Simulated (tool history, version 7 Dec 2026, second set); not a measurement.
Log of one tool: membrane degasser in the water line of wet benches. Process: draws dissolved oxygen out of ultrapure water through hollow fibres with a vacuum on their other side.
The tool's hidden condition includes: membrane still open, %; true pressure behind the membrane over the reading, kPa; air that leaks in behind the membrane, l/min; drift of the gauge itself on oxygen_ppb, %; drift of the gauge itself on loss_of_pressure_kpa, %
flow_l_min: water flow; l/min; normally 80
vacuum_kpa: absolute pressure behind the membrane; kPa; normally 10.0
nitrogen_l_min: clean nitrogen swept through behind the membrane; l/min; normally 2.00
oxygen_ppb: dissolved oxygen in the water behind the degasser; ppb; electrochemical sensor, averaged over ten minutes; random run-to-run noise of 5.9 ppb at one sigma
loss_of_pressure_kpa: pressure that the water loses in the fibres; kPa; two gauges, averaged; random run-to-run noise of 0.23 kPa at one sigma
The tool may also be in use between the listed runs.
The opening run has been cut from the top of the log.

| run | hour | flow_l_min | vacuum_kpa | nitrogen_l_min | hours since the membrane was changed | hours since the vacuum gauge was calibrated | hours since the vacuum lines were made tight | oxygen_ppb | loss_of_pressure_kpa |
|---|---|---|---|---|---|---|---|---|---|
| 2 | 291.5 | 80 | 10.0 | 2.00 | 10999 | 2935 | 1649 | 580.0 | 56.98 |
| 3 | 475.8 | 80 | 10.0 | 2.00 | 11183 | 3120 | 1834 | 581.7 | 56.93 |
| 4 | 790.6 | 80 | 10.0 | 2.00 | 11498 | 3435 | 2148 | 589.0 | 56.73 |
| 5 | 975.8 | 80 | 20.2 | 2.00 | 11683 | 3620 | 2334 | 1269.0 | 57.02 |
| 6 | 1296.9 | 80 | 10.0 | 1.34 | 12004 | 3941 | 2655 | 742.4 | 56.59 |
| 7 | 1472.9 | 120 | 10.0 | 1.34 | 12180 | 4117 | 2831 | 1032.3 | 85.30 |
| 8 | 1655.3 | 80 | 13.9 | 2.00 | 12363 | 4299 | 3013 | 851.1 | 57.00 |
| 9 | 1826.9 | 80 | 13.9 | 2.00 | 12534 | 4471 | 3185 | 864.4 | 56.69 |
| 10 | 2107.1 | 80 | 13.9 | 2.00 | 12815 | 4751 | 3465 | 852.9 | 56.58 |
| 11 | 2399.9 | 80 | 13.9 | 2.00 | 13107 | 5044 | 3758 | 838.2 | 57.10 |
| 12 | 2686.7 | 80 | 13.9 | 2.00 | 13394 | 5331 | 4045 | 853.2 | 56.49 |
| 13 | 2883.6 | 80 | 21.0 | 2.00 | 13591 | 5528 | 4241 | 1322.0 | 56.78 |
|  | 3075.4 | vacuum gauge calibrated |
| 14 | 3147.0 | 80 | 21.0 | 2.00 | 13854 | 72 | 4504 | 1286.2 | 56.53 |
| 15 | 3479.0 | 80 | 21.0 | 2.00 | 14186 | 404 | 4836 | 1309.5 | 56.27 |
| 16 | 3751.1 | 80 | 21.0 | 2.00 | 14458 | 676 | 5109 | 1302.0 | 56.24 |
| 17 | 4084.2 | 106 | 13.4 | 2.79 | 14791 | 1009 | 5442 | 858.2 | 74.68 |
|  | 4291.3 | gauge calibrated |
| 18 | 4350.1 | 53 | 14.7 | 4.32 | 15057 | 1275 | 5707 | 339.5 | 37.79 |
| 19 | 4527.8 | 56 | 10.0 | 2.75 | 15235 | 1452 | 5885 | 330.7 | 40.39 |
|  | 4582.1 | seals of the vacuum lines changed |
| 20 | 4731.8 | 50 | 20.3 | 1.68 | 15437 | 1654 | 150 | 986.4 | 35.82 |
|  | 4781.9 | membrane cartridge changed |
| 21 | 4897.1 | 50 | 20.3 | 1.68 | 115 | 1816 | 311 | 970.0 | 35.63 |
| 22 | 5111.2 | 62 | 11.6 | 2.96 | 329 | 2030 | 525 | 405.4 | 44.28 |
| 23 | 5336.1 | 94 | 10.0 | 3.04 | 554 | 2255 | 750 | 522.3 | 66.98 |
| 24 | 5654.8 | 75 | 19.2 | 1.70 | 873 | 2573 | 1069 | 1272.5 | 53.14 |
| 25 | 5811.8 | 75 | 19.2 | 1.70 | 1030 | 2730 | 1226 | 1281.4 | 53.14 |
| 26 | 6072.5 | 73 | 16.3 | 1.10 | 1291 | 2991 | 1486 | 1389.4 | 51.51 |

Forecast run 27:
| 27 | 6290.7 | 80 | 7.7 | 5.12 | 1509 | 3209 | 1705 | ? | ? |

oxygen_ppb: 233.9 ppb
loss_of_pressure_kpa: 56.48 kPa
Without the tool's hidden state the same run would have given oxygen_ppb 233.8 ppb, loss_of_pressure_kpa 57.00 kPa.
